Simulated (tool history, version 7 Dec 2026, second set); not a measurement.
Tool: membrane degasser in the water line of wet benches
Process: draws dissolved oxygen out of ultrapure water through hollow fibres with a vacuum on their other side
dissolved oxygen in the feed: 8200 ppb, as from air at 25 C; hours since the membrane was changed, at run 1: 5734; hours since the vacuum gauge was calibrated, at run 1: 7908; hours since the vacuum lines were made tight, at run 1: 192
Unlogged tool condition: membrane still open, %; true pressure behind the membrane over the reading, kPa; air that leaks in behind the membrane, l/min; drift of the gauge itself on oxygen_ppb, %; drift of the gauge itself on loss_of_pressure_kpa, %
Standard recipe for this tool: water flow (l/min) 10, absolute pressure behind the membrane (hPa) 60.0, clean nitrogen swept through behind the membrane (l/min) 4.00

run    hour  water flow (l/min)  absolute pressure behind the membrane (hPa)  clean nitrogen swept through behind the membrane (l/min)  hours since the membrane was changed  hours since the vacuum gauge was calibrated  hours since the vacuum lines were made tight  dissolved oxygen in the water behind the degasser (ppb)  pressure that the water loses in the fibres (hPa)
  1     0.0                  10                                         60.0                                                      4.00                                  5734                                         7908                                           192                                                     42.9                                              517.5
  2    84.1                  10                                         60.0                                                      4.00                                  5818                                         7992                                           276                                                     42.7                                              516.5
  3   195.6                  10                                         60.0                                                      4.00                                  5929                                         8104                                           388                                                     43.0                                              516.1
  4   327.9                  10                                         60.0                                                      4.00                                  6062                                         8236                                           520                                                     43.2                                              515.3
  5   472.1                  10                                         60.0                                                      4.00                                  6206                                         8380                                           664                                                     43.6                                              514.8
  6   609.8                  10                                         60.0                                                      4.00                                  6344                                         8518                                           802                                                     43.6                                              512.9
  7   728.8                  10                                         60.0                                                      4.00                                  6463                                         8637                                           921                                                     43.5                                              508.7
  8   824.5                  10                                         39.0                                                      4.00                                  6558                                         8733                                          1017                                                     30.8                                              508.3
  9   949.2                   7                                        113.6                                                      2.42                                  6683                                         8857                                          1141                                                     61.5                                              357.7
      978.7  -- vacuum gauge calibrated
 10  1020.9                   8                                        113.6                                                      2.70                                  6754                                           42                                          1213                                                     67.4                                              408.5
 11  1135.0                   8                                         89.6                                                      4.00                                  6868                                          156                                          1327                                                     36.9                                              408.2
 12  1279.6                  15                                         92.8                                                      4.00                                  7013                                          301                                          1471                                                    195.8                                              762.8
 13  1415.7                   9                                         51.7                                                      4.00                                  7149                                          437                                          1607                                                     25.9                                              458.7

A few steps of pressure that the water loses in the fibres (hPa) between consecutive runs. Split each: what settings, incoming material and random variation would produce without the hidden state, and what is left over for the hidden state, along with gauge scatter present in only one of the two compared results (measured, and without hidden state):
Run 11 -> 12: water flow (l/min) 8 -> 15, absolute pressure behind the membrane (hPa) 89.6 -> 92.8. pressure that the water loses in the fibres (hPa) +354.6: hidden state -6.8, all else +361.4.
